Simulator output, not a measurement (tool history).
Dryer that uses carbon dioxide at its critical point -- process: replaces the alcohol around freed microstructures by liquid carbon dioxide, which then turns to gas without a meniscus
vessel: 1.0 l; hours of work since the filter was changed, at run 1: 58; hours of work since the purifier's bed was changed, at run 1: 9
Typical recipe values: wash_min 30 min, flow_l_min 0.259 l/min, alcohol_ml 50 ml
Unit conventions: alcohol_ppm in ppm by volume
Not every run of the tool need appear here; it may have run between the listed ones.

| run | day | wash_min | flow_l_min | alcohol_ml | hours of work since the filter was changed | hours of work since the purifier's bed was changed | alcohol_ppm |
|---|---|---|---|---|---|---|---|
| 1 | 0 | 30 | 0.259 | 50 | 58 | 9 | 40 |
| 2 | 0.179 | 30 | 0.259 | 50 | 60 | 11 | 31 |
| 3 | 0.525 | 30 | 0.164 | 50 | 64 | 15 | 497 |
| 4 | 0.692 | 21 | 0.164 | 50 | 65 | 17 | 1973 |
| 5 | 1.075 | 21 | 0.164 | 50 | 69 | 21 | 1981 |
| 6 | 1.408 | 30 | 0.388 | 50 | 73 | 24 | 11 |
| 7 | 1.642 | 30 | 0.388 | 50 | 76 | 27 | 18 |
| 8 | 1.879 | 30 | 0.388 | 50 | 78 | 29 | 5 |
| 9 | 2.117 | 34 | 0.388 | 50 | 81 | 32 | 4 |
| 10 | 2.462 | 34 | 0.388 | 50 | 84 | 36 | 9 |
| 11 | 2.658 | 34 | 0.388 | 50 | 86 | 38 | 11 |
| 12 | 2.85 | 34 | 0.388 | 50 | 89 | 40 | 3 |
| 13 | 3.092 | 34 | 0.388 | 50 | 91 | 42 | 17 |
| 14 | 3.417 | 34 | 0.388 | 50 | 95 | 46 | 11 |
| 15 | 3.65 | 30 | 0.259 | 50 | 97 | 48 | 45 |
| 16 | 3.929 | 30 | 0.259 | 50 | 100 | 51 | 52 |
| 17 | 4.25 | 30 | 0.259 | 50 | 104 | 55 | 41 |
| 18 | 4.429 | 30 | 0.259 | 50 | 106 | 57 | 44 |
| 19 | 4.596 | 30 | 0.259 | 50 | 107 | 58 | 43 |
| 20 | 4.838 | 30 | 0.259 | 50 | 110 | 61 | 43 |
| 21 | 5.104 | 30 | 0.259 | 21 | 113 | 64 | 27 |
| 22 | 5.383 | 30 | 0.259 | 50 | 116 | 67 | 45 |
| 23 | 5.542 | 30 | 0.259 | 50 | 117 | 69 | 55 |
| 24 | 5.775 | 30 | 0.259 | 50 | 120 | 71 | 51 |
| 25 | 6.079 | 30 | 0.259 | 50 | 123 | 74 | 58 |
| 26 | 6.408 | 31 | 0.259 | 50 | 127 | 78 | 54 |
| 27 | 6.738 | 22 | 0.17 | 50 | 130 | 82 | 1634 |
| 28 | 7.062 | 34 | 0.356 | 50 | 134 | 85 | 22 |
| 29 | 7.321 | 42 | 0.168 | 50 | 137 | 88 | 94 |
| 30 | 7.583 | 42 | 0.168 | 50 | 139 | 91 | 104 |
| 31 | 7.812 | 42 | 0.181 | 50 | 142 | 93 | 67 |
| 32 | 8.1 | 42 | 0.371 | 110 | 145 | 96 | 19 |
| 33 | 8.467 | 42 | 0.212 | 72 | 149 | 100 | 38 |
| 34 | 8.671 | 42 | 0.212 | 72 | 151 | 102 | 36 |
| 35 | 8.862 | 42 | 0.212 | 72 | 153 | 104 | 33 |
| 36 | 9.05 | 30 | 0.311 | 24 | 155 | 106 | 21 |
| 37 | 9.212 | 30 | 0.311 | 24 | 157 | 108 | 22 |
| 38 | 9.442 | 30 | 0.311 | 24 | 159 | 111 | 26 |
| 39 | 9.696 | 20 | 0.431 | 50 | 162 | 113 | 38 |
| 40 | 10.083 | 42 | 0.412 | 54 | 166 | 117 | 21 |
| 41 | 10.304 | 24 | 0.419 | 104 | 169 | 120 | 31 |
| 42 | 10.629 | 24 | 0.419 | 104 | 172 | 123 | 25 |
| 43 | 10.817 | 29 | 0.158 | 69 | 174 | 125 | 1240 |
| 44 | 11.142 | 29 | 0.158 | 69 | 178 | 129 | 1200 |
| 45 | 11.442 | 30 | 0.397 | 39 | 181 | 132 | 25 |
| 46 | 11.721 | 30 | 0.397 | 39 | 184 | 135 | 21 |
| 47 | 12.021 | 36 | 0.321 | 30 | 187 | 138 | 19 |

For some of the steps in alcohol_ppm from one run to the next: how much would appear even if the tool had no hidden state, given the settings, what came in and random variation, and how much remains for the hidden state plus any gauge scatter that the measured result and the result without hidden state don't share?
Hidden state at play: flow that reaches the vessel past the clogged filter, %; alcohol in the recycled carbon dioxide, ppm; drift of the gauge itself on alcohol_ppm, %.
Run 5 -> 6: wash_min 21 -> 30, flow_l_min 0.164 -> 0.388. alcohol_ppm -1970 ppm by volume: hidden state -262, all else -1708.
Run 26 -> 27: wash_min 31 -> 22, flow_l_min 0.259 -> 0.17. alcohol_ppm +1580 ppm by volume: hidden state +367, all else +1213.
Run 27 -> 28: wash_min 22 -> 34, flow_l_min 0.17 -> 0.356. alcohol_ppm -1612 ppm by volume: hidden state -380, all else -1232.
Run 42 -> 43: wash_min 24 -> 29, flow_l_min 0.419 -> 0.158, alcohol_ml 104 -> 69. alcohol_ppm +1215 ppm by volume: hidden state +418, all else +797.
Run 44 -> 45: wash_min 29 -> 30, flow_l_min 0.158 -> 0.397, alcohol_ml 69 -> 39. alcohol_ppm -1175 ppm by volume: hidden state -415, all else -760.
